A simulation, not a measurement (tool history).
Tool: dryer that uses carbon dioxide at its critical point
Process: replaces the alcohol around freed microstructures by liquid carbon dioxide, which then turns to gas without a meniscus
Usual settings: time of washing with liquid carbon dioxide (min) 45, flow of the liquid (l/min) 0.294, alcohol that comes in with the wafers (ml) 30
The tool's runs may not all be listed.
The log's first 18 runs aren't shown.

run,hour,time of washing with liquid carbon dioxide (min),flow of the liquid (l/min),alcohol that comes in with the wafers (ml),hours of work since the filter was changed,hours of work since the purifier's bed was changed,alcohol left in the vessel before it's heated (ppm by volume)
19,169.4,45,0.294,30,86,191,101
20,179.4,45,0.294,30,89,195,99
21,191.9,45,0.294,30,93,199,97
22,200.7,29,0.321,52,96,201,456
23,212.5,45,0.205,30,100,205,296
24,226.1,35,0.25,53,104,210,588
25,234.6,43,0.194,61,107,212,762
26,242.7,43,0.194,61,110,215,787
27,248.6,27,0.237,27,112,217,829
28,261.8,30,0.231,54,116,221,1290
29,269.1,30,0.231,54,118,223,1300
30,278.5,45,0.492,30,121,227,74
31,284.7,45,0.489,30,123,229,75
32,298.2,45,0.489,30,128,233,77
33,310,45,0.489,30,131,237,74
34,322.6,72,0.444,22,135,241,76
35,331.4,72,0.297,28,138,244,77
36,342.2,72,0.442,110,142,247,81
37,347.7,54,0.337,88,144,249,96
38,361.2,28,0.27,26,148,253,552
39,371.7,47,0.218,61,151,257,414
40,380.3,47,0.241,72,154,259,340
41,393.5,47,0.241,72,158,264,351

3 ways to go on from here, each from the tool as it stands after run 41. What would each give?
A,404.1,29,0.294,62,162,267,?
B,404.1,47,0.298,28,162,267,?
C,404.1,54,0.294,41,162,267,?

run,alcohol left in the vessel before it's heated (ppm by volume)
A,875
B,105
C,104
Without the tool's hidden state the same runs would have given:
run,alcohol left in the vessel before it's heated (ppm by volume)
A,488
B,10
C,11

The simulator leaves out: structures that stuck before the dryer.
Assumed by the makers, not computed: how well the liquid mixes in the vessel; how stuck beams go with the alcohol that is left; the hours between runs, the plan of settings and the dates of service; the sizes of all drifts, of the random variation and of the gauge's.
